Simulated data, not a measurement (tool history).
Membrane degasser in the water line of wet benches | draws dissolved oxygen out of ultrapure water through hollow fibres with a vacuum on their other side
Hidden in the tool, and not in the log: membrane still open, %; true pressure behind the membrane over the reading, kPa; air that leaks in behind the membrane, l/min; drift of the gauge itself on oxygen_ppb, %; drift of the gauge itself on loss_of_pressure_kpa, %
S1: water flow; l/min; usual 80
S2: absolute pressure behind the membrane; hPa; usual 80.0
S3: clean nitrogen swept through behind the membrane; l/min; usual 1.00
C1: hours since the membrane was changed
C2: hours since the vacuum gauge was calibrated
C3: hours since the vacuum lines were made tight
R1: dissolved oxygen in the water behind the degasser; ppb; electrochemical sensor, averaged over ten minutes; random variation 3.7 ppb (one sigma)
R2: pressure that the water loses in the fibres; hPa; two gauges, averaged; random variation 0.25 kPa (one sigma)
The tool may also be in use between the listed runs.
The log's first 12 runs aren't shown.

run      day   S1     S2    S3     C1    C2    C3      R1     R2
 13   95.962   80  141.7  1.00   9072  2206  1258  1321.4  661.7
 14  102.267   80   51.6  1.00   9223  2357  1409   273.5  659.6
 15  113.754   80   51.6  1.00   9499  2633  1685   271.8  658.4
 16  123.675   80   51.6  1.00   9737  2871  1923   271.5  660.4
 17  130.558   88   80.0  1.00   9902  3036  2088   677.6  721.9
 18  136.496   66   61.4  0.58  10045  3179  2231   474.1  545.6
 19  147.808  109  176.8  1.00  10316  3450  2502  1998.4  893.3
 20  158.996  109  176.8  1.00  10585  3719  2771  2028.4  897.3
 21  165.333  109  176.8  1.00  10737  3871  2923  2010.9  896.0
 22  173.700   48   62.2  1.91  10938  4072  3124   161.0  393.2
 23  184.554   80  171.3  2.33  11198  4332  3384   905.0  655.1
 24  194.175   80  171.3  2.33  11429  4563  3615   910.3  657.6
 25  200.592   76   90.2  0.61  11583  4717  3769   965.4  630.0
 26  206.042   70  122.5  0.61  11714  4848  3900  1368.9  579.7
 27  214.462   50   80.0  0.68  11916  5050  4102   569.1  410.9
 28  221.296   68   80.0  0.59  12080  5214  4266   764.1  561.2
 29  226.792   68   80.0  0.59  12212  5346  4398   762.2  564.2
 30  233.704   68  100.5  0.59  12378  5512  4564  1055.1  559.1
 31  244.725   94   85.2  0.59  12642  5776  4828  1027.2  777.3

4 ways to go on from here, each from the tool as it stands after run 31. What would each give?
  A  251.238  107  66.8  1.83  12799  5933  4985   ?   ?
  B  251.238   70  80.0  1.00  12799  5933  4985   ?   ?
  C  251.238   70  85.2  1.36  12799  5933  4985   ?   ?
  D  251.238   54  85.2  0.59  12799  5933  4985   ?   ?

run     R1     R2
  A  414.3  880.1
  B  566.1  577.0
  C  508.9  574.0
  D  729.4  443.2
Without the tool's hidden state the same runs would have given:
run     R1     R2
  A  413.9  879.8
  B  565.8  576.8
  C  508.6  573.8
  D  729.1  443.0

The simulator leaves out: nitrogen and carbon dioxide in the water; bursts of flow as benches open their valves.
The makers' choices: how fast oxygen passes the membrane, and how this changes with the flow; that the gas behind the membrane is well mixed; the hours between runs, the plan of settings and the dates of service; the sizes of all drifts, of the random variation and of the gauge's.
